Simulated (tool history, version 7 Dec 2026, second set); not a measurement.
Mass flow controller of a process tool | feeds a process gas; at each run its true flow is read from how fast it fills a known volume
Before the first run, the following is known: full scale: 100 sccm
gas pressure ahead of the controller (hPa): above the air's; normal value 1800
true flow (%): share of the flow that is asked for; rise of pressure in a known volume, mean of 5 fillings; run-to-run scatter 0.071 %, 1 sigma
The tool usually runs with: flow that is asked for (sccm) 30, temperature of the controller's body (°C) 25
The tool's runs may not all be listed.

run      day  flow that is asked for (sccm)  gas pressure ahead of the controller (hPa)  temperature of the controller's body (°C)  true flow (%)
  1    0.000                             30                                        1800                                         25          99.96
  2    4.071                             30                                        1800                                         25          99.95
  3   11.683                             30                                        1800                                         25         100.04
  4   16.158                             30                                        1800                                         25         100.03
  5   23.875                             30                                        1800                                         25          99.93
  6   30.854                             30                                        1800                                         25          99.95
      31.362  -- controller's zero set anew
  7   39.221                             30                                        1800                                         25         100.36
  8   45.400                             30                                        1800                                         25         100.41
  9   50.367                             30                                        1800                                         20          99.90
 10   55.200                             30                                        1800                                         20          99.63
 11   61.638                             30                                        1800                                         38         101.79
      66.783  -- controller's zero set anew, once more
 12   67.846                             29                                        1510                                         34          99.82
 13   76.996                             29                                        1510                                         34          99.73
 14   83.633                             29                                        1510                                         34          99.87
 15   92.033                             29                                        1510                                         38         100.14
 16   97.617                             29                                        1510                                         38         100.16
 17  101.608                             92                                        1990                                         33          99.63
 18  108.833                             22                                        2570                                         33          99.59
 19  113.067                             37                                        1800                                         27          98.94
 20  117.754                             30                                        1490                                         26          98.82

3 ways to go on from here, each from the tool as it stands after run 20. What would each give?
  A  125.404                             30                                        1670                                         25              ?
  B  125.404                             30                                        1470                                         20              ?
  C  125.404                             54                                        2400                                         25              ?

run  true flow (%)
  A          98.78
  B          98.14
  C          98.63
Take away the tool's hidden state, keep each run's random variation, and the runs would have read:
run  true flow (%)
  A          99.90
  B          99.26
  C          99.86

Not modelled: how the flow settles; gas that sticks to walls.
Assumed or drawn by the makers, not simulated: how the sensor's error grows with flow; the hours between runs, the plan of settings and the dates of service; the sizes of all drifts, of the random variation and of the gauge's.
